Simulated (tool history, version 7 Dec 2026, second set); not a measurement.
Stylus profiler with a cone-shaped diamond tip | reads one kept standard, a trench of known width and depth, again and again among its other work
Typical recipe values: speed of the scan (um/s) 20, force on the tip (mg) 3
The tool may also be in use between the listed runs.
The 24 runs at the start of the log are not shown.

run,hour,speed of the scan (um/s),force on the tip (mg),scans with this tip,hours of work since the height scale was calibrated,depth of the trench (Å),width of the trench's floor (nm)
25,853.4,20,3,10435,1136,1014,27530
26,874.2,15,5.78,10532,1147,1024.5,27620
# hour 878.8: height scale calibrated on a step standard
27,915.8,15,5.78,10724,19,1021.9,27540
28,939.9,31,3,10836,31,1011.8,27440
29,979.4,21,5.14,11020,51,1019.5,27490
30,1006.2,14,3,11145,65,1011.7,27520
# hour 1028.5: height scale calibrated on a step standard, once more
31,1032.6,61,3,11266,2,1018.2,27360
32,1081.3,5,2,11493,27,1014,27550
33,1114.4,13,5.61,11647,44,1027.6,27500
34,1143,9,1.26,11781,58,1010.5,27430
35,1177.3,9,1.26,11940,76,1010.4,27460
36,1227.7,69,2.16,12176,101,1013.9,27270
37,1272.3,69,2.16,12383,124,1013.8,27290
38,1306.7,18,5.64,12544,141,1027.3,27420
39,1335.3,18,5.64,12677,156,1027.3,27410
40,1375.2,22,3.68,12863,176,1020.4,27430
41,1408.8,8,5.91,13020,193,1027.9,27470
42,1440.1,11,1.37,13166,209,1009.6,27440
43,1481.4,11,1.37,13358,230,1009.6,27420
44,1513.4,56,3.01,13507,246,1017.4,27240
45,1557.8,56,3.01,13714,269,1017,27320

Below are 5 alternative next runs, each starting from the tool's condition after run 45. Predict each:
A,1607.6,7,1.37,13947,294,?,?
B,1607.6,10,3.45,13947,294,?,?
C,1607.6,13,3,13947,294,?,?
D,1607.6,8,3.01,13947,294,?,?
E,1607.6,53,5.25,13947,294,?,?

run,depth of the trench (Å),width of the trench's floor (nm)
A,1009.7,27400
B,1018.8,27380
C,1017.3,27400
D,1017.1,27370
E,1024.7,27310
Stripped of hidden state, with their random variation kept, the same runs would have yielded:
run,depth of the trench (Å),width of the trench's floor (nm)
A,1010.7,27960
B,1019.8,27940
C,1018.3,27970
D,1018.1,27940
E,1025.7,27880

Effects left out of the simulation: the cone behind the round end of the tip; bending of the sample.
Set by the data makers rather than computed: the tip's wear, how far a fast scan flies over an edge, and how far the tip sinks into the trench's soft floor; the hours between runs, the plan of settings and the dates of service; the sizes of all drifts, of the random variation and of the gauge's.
